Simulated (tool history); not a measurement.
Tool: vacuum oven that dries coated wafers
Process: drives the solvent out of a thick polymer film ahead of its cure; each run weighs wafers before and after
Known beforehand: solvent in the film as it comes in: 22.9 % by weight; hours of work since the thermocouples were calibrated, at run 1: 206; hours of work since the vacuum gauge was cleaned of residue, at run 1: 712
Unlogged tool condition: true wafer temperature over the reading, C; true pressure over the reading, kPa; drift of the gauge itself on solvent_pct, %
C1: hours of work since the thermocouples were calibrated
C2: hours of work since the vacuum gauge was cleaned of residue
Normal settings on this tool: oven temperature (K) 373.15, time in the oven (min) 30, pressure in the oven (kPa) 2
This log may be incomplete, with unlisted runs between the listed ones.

{"run": 1, "hour": 0.0, "oven temperature (K)": 373.15, "time in the oven (min)": 30, "pressure in the oven (kPa)": 2, "C1": 206, "C2": 712, "solvent left in the film (%)": 4.34}
{"run": 2, "hour": 18.2, "oven temperature (K)": 373.15, "time in the oven (min)": 30, "pressure in the oven (kPa)": 2, "C1": 218, "C2": 724, "solvent left in the film (%)": 4.36}
{"run": 3, "hour": 35.1, "oven temperature (K)": 373.15, "time in the oven (min)": 30, "pressure in the oven (kPa)": 2, "C1": 229, "C2": 735, "solvent left in the film (%)": 4.37}
{"run": 4, "hour": 66.8, "oven temperature (K)": 375.15, "time in the oven (min)": 30, "pressure in the oven (kPa)": 2, "C1": 251, "C2": 756, "solvent left in the film (%)": 3.94}
{"run": 5, "hour": 88.9, "oven temperature (K)": 375.15, "time in the oven (min)": 30, "pressure in the oven (kPa)": 2, "C1": 265, "C2": 771, "solvent left in the film (%)": 3.95}
{"run": 6, "hour": 103.6, "oven temperature (K)": 373.15, "time in the oven (min)": 30, "pressure in the oven (kPa)": 2, "C1": 275, "C2": 781, "solvent left in the film (%)": 4.43}
{"run": 7, "hour": 131.2, "oven temperature (K)": 382.15, "time in the oven (min)": 30, "pressure in the oven (kPa)": 2, "C1": 294, "C2": 799, "solvent left in the film (%)": 2.87}
{"run": 8, "hour": 147.6, "oven temperature (K)": 382.15, "time in the oven (min)": 30, "pressure in the oven (kPa)": 2, "C1": 305, "C2": 810, "solvent left in the film (%)": 2.8}
{"run": 9, "hour": 165.6, "oven temperature (K)": 382.15, "time in the oven (min)": 30, "pressure in the oven (kPa)": 2, "C1": 317, "C2": 822, "solvent left in the film (%)": 2.92}
{"run": 10, "hour": 188.1, "oven temperature (K)": 382.15, "time in the oven (min)": 30, "pressure in the oven (kPa)": 2, "C1": 332, "C2": 837, "solvent left in the film (%)": 2.92}
{"run": 11, "hour": 217.2, "oven temperature (K)": 382.15, "time in the oven (min)": 30, "pressure in the oven (kPa)": 2, "C1": 351, "C2": 857, "solvent left in the film (%)": 2.88}
{"run": 12, "hour": 250.1, "oven temperature (K)": 382.15, "time in the oven (min)": 30, "pressure in the oven (kPa)": 2, "C1": 373, "C2": 879, "solvent left in the film (%)": 2.86}
{"run": 13, "hour": 275.6, "oven temperature (K)": 382.15, "time in the oven (min)": 30, "pressure in the oven (kPa)": 2, "C1": 390, "C2": 896, "solvent left in the film (%)": 2.93}
{"run": 14, "hour": 302.9, "oven temperature (K)": 382.15, "time in the oven (min)": 30, "pressure in the oven (kPa)": 2, "C1": 408, "C2": 914, "solvent left in the film (%)": 2.85}
{"run": 15, "hour": 330.5, "oven temperature (K)": 382.15, "time in the oven (min)": 30, "pressure in the oven (kPa)": 2, "C1": 427, "C2": 933, "solvent left in the film (%)": 2.84}
{"run": 16, "hour": 357.3, "oven temperature (K)": 382.15, "time in the oven (min)": 30, "pressure in the oven (kPa)": 2, "C1": 444, "C2": 950, "solvent left in the film (%)": 2.89}
{"run": 17, "hour": 386.9, "oven temperature (K)": 382.15, "time in the oven (min)": 30, "pressure in the oven (kPa)": 2, "C1": 464, "C2": 970, "solvent left in the film (%)": 2.88}
{"run": 18, "hour": 402.3, "oven temperature (K)": 373.15, "time in the oven (min)": 30, "pressure in the oven (kPa)": 2.72, "C1": 474, "C2": 980, "solvent left in the film (%)": 5.72}
{"run": 19, "hour": 429.7, "oven temperature (K)": 373.15, "time in the oven (min)": 30, "pressure in the oven (kPa)": 2.72, "C1": 493, "C2": 999, "solvent left in the film (%)": 5.69}
{"run": 20, "hour": 457.6, "oven temperature (K)": 373.15, "time in the oven (min)": 30, "pressure in the oven (kPa)": 2.72, "C1": 511, "C2": 1017, "solvent left in the film (%)": 5.78}
{"run": 21, "hour": 489.6, "oven temperature (K)": 373.15, "time in the oven (min)": 53, "pressure in the oven (kPa)": 2, "C1": 533, "C2": 1039, "solvent left in the film (%)": 3.96}
{"run": 22, "hour": 514.7, "oven temperature (K)": 363.15, "time in the oven (min)": 53, "pressure in the oven (kPa)": 1.15, "C1": 550, "C2": 1055, "solvent left in the film (%)": 3.79}
{"run": 23, "hour": 546.0, "oven temperature (K)": 361.15, "time in the oven (min)": 42, "pressure in the oven (kPa)": 7.36, "C1": 570, "C2": 1076, "solvent left in the film (%)": 22.19}
{"run": 24, "hour": 570.9, "oven temperature (K)": 374.15, "time in the oven (min)": 30, "pressure in the oven (kPa)": 6.1, "C1": 587, "C2": 1093, "solvent left in the film (%)": 11.61}
{"run": 25, "hour": 596.5, "oven temperature (K)": 386.15, "time in the oven (min)": 44, "pressure in the oven (kPa)": 6.85, "C1": 604, "C2": 1110, "solvent left in the film (%)": 8.45}
{"run": 26, "hour": 614.3, "oven temperature (K)": 371.15, "time in the oven (min)": 54, "pressure in the oven (kPa)": 2.29, "C1": 616, "C2": 1122, "solvent left in the film (%)": 4.79}
{"run": 27, "hour": 639.6, "oven temperature (K)": 369.15, "time in the oven (min)": 45, "pressure in the oven (kPa)": 3.82, "C1": 633, "C2": 1139, "solvent left in the film (%)": 8.69}
{"run": 28, "hour": 654.7, "oven temperature (K)": 383.15, "time in the oven (min)": 30, "pressure in the oven (kPa)": 1.09, "C1": 643, "C2": 1149, "solvent left in the film (%)": 1.5}
{"run": 29, "hour": 681.7, "oven temperature (K)": 383.15, "time in the oven (min)": 30, "pressure in the oven (kPa)": 1.09, "C1": 661, "C2": 1167, "solvent left in the film (%)": 1.56}
{"run": 30, "hour": 705.4, "oven temperature (K)": 383.15, "time in the oven (min)": 30, "pressure in the oven (kPa)": 1.09, "C1": 677, "C2": 1183, "solvent left in the film (%)": 1.55}
{"run": 31, "hour": 724.0, "oven temperature (K)": 368.15, "time in the oven (min)": 39, "pressure in the oven (kPa)": 1.46, "C1": 689, "C2": 1195, "solvent left in the film (%)": 3.85}
{"run": 32, "hour": 751.3, "oven temperature (K)": 373.15, "time in the oven (min)": 18, "pressure in the oven (kPa)": 2.03, "C1": 707, "C2": 1213, "solvent left in the film (%)": 5.85}
{"run": 33, "hour": 780.5, "oven temperature (K)": 373.15, "time in the oven (min)": 18, "pressure in the oven (kPa)": 2.03, "C1": 727, "C2": 1233, "solvent left in the film (%)": 5.88}
{"run": 34, "hour": 807.9, "oven temperature (K)": 358.15, "time in the oven (min)": 22, "pressure in the oven (kPa)": 1.26, "C1": 745, "C2": 1251, "solvent left in the film (%)": 9.53}
{"run": 35, "hour": 838.1, "oven temperature (K)": 358.15, "time in the oven (min)": 22, "pressure in the oven (kPa)": 1.26, "C1": 765, "C2": 1271, "solvent left in the film (%)": 9.6}
{"run": 36, "hour": 856.6, "oven temperature (K)": 358.15, "time in the oven (min)": 22, "pressure in the oven (kPa)": 1.26, "C1": 778, "C2": 1284, "solvent left in the film (%)": 9.64}
{"run": 37, "hour": 877.6, "oven temperature (K)": 358.15, "time in the oven (min)": 34, "pressure in the oven (kPa)": 6.43, "C1": 792, "C2": 1298, "solvent left in the film (%)": 21.84}
{"run": 38, "hour": 903.3, "oven temperature (K)": 387.15, "time in the oven (min)": 30, "pressure in the oven (kPa)": 1, "C1": 809, "C2": 1315, "solvent left in the film (%)": 1.23}
{"run": 39, "hour": 921.1, "oven temperature (K)": 375.15, "time in the oven (min)": 30, "pressure in the oven (kPa)": 1.56, "C1": 821, "C2": 1327, "solvent left in the film (%)": 3.18}
{"hour": 938.4, "done": "oven's thermocouples calibrated"}
{"run": 40, "hour": 953.7, "oven temperature (K)": 380.15, "time in the oven (min)": 30, "pressure in the oven (kPa)": 1.18, "C1": 10, "C2": 1347, "solvent left in the film (%)": 1.95}
{"run": 41, "hour": 974.1, "oven temperature (K)": 387.15, "time in the oven (min)": 44, "pressure in the oven (kPa)": 2, "C1": 24, "C2": 1361, "solvent left in the film (%)": 2.34}
{"run": 42, "hour": 1004.0, "oven temperature (K)": 373.15, "time in the oven (min)": 20, "pressure in the oven (kPa)": 1.56, "C1": 44, "C2": 1381, "solvent left in the film (%)": 4.68}

What if the next run were any one of these 4? Each begins from the tool's condition after run 42:
{"run": "A", "hour": 1031.6, "oven temperature (K)": 373.15, "time in the oven (min)": 48, "pressure in the oven (kPa)": 2, "C1": 62, "C2": 1399, "solvent left in the film (%)": "?"}
{"run": "B", "hour": 1031.6, "oven temperature (K)": 379.15, "time in the oven (min)": 46, "pressure in the oven (kPa)": 2, "C1": 62, "C2": 1399, "solvent left in the film (%)": "?"}
{"run": "C", "hour": 1031.6, "oven temperature (K)": 373.15, "time in the oven (min)": 30, "pressure in the oven (kPa)": 2.77, "C1": 62, "C2": 1399, "solvent left in the film (%)": "?"}
{"run": "D", "hour": 1031.6, "oven temperature (K)": 373.15, "time in the oven (min)": 22, "pressure in the oven (kPa)": 2.32, "C1": 62, "C2": 1399, "solvent left in the film (%)": "?"}

run=A solvent_left_in_the_film_(%)=3.9
run=B solvent_left_in_the_film_(%)=3.17
run=C solvent_left_in_the_film_(%)=5.91
run=D solvent_left_in_the_film_(%)=5.72
Without the tool's hidden state the same runs would have given:
run=A solvent_left_in_the_film_(%)=3.88
run=B solvent_left_in_the_film_(%)=3.15
run=C solvent_left_in_the_film_(%)=5.88
run=D solvent_left_in_the_film_(%)=5.7

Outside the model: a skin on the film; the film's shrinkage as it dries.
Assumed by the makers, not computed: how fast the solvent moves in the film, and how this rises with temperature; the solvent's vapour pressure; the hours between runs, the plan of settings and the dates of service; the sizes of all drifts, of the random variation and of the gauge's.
